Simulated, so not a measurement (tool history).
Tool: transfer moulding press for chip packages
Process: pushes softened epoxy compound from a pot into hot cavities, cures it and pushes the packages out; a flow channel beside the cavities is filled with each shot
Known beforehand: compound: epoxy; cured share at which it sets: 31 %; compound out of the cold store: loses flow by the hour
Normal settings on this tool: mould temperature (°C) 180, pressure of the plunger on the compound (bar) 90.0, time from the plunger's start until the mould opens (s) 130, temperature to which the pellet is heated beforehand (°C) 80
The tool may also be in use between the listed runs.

run     day  mould temperature (°C)  pressure of the plunger on the compound (bar)  time from the plunger's start until the mould opens (s)  temperature to which the pellet is heated beforehand (°C)  incoming compound's hours out of the cold store  length that the compound runs in the flow channel (mm)  greatest force on the pins that push the packages out (N)
  1   0.000                     180                                           90.0                                                      130                                                         80                                             29.3                                                     802                                                        548
  2   0.667                     180                                           90.0                                                      130                                                         80                                             41.2                                                     782                                                        578
  3   1.088                     180                                           90.0                                                      114                                                         80                                             29.1                                                     804                                                        648
  4   1.721                     186                                           90.0                                                      114                                                         80                                             33.3                                                     792                                                        594
  5   2.158                     186                                           90.0                                                      114                                                         80                                             31.2                                                     794                                                        615
      2.408  -- cavities cleaned with cleaning compound and waxed
  6   3.054                     180                                           73.7                                                      130                                                         80                                             26.7                                                     720                                                        440
  7   3.504                     180                                           73.7                                                      130                                                         80                                             36.8                                                     712                                                        461
  8   4.142                     180                                           90.0                                                      130                                                         80                                             18.0                                                     826                                                        498
  9   4.971                     180                                           90.0                                                      130                                                         80                                             39.1                                                     780                                                        554
 10   5.808                     180                                           69.9                                                      130                                                         80                                             36.5                                                     694                                                        566
 11   6.621                     180                                           69.9                                                      130                                                         80                                             39.9                                                     686                                                        582
      7.458  -- cavities cleaned with cleaning compound and waxed
 12   7.583                     180                                           69.9                                                      130                                                         80                                             24.9                                                     700                                                        402
 13   8.246                     173                                           90.0                                                      130                                                         80                                             44.1                                                     779                                                        528
 14   8.875                     179                                           72.3                                                      130                                                         72                                             13.2                                                     737                                                        513
 15   9.767                     182                                           79.0                                                      141                                                         86                                             21.0                                                     756                                                        511
 16  10.592                     180                                           81.3                                                      141                                                         80                                             34.2                                                     739                                                        559
 17  11.312                     180                                           68.5                                                      157                                                         80                                             46.1                                                     657                                                        575
 18  11.829                     180                                           68.5                                                      166                                                         80                                             12.2                                                     706                                                        582
 19  12.292                     180                                           97.2                                                      137                                                         80                                             23.9                                                     818                                                        610
     12.525  -- cavities cleaned with cleaning compound and waxed
 20  13.062                     180                                           90.0                                                      130                                                         78                                             45.9                                                     752                                                        420
 21  13.821                     180                                          103.0                                                      130                                                         85                                             18.7                                                     853                                                        458
 22  14.496                     180                                          103.0                                                      130                                                         85                                             10.9                                                     855                                                        509
 23  15.142                     180                                          109.6                                                      130                                                         85                                             44.2                                                     829                                                        553
 24  15.683                     180                                          109.6                                                      130                                                         85                                             15.9                                                     873                                                        562

What will run 25 give?
 25  16.367                     180                                          109.6                                                      130                                                         85                                              8.7                                                       ?                                                          ?

{"run 25": {"length that the compound runs in the flow channel (mm)": 889, "greatest force on the pins that push the packages out (N)": 581}}
If the tool had no hidden condition, the same run with the same run-to-run variation would have returned length that the compound runs in the flow channel (mm) 937, greatest force on the pins that push the packages out (N) 386.
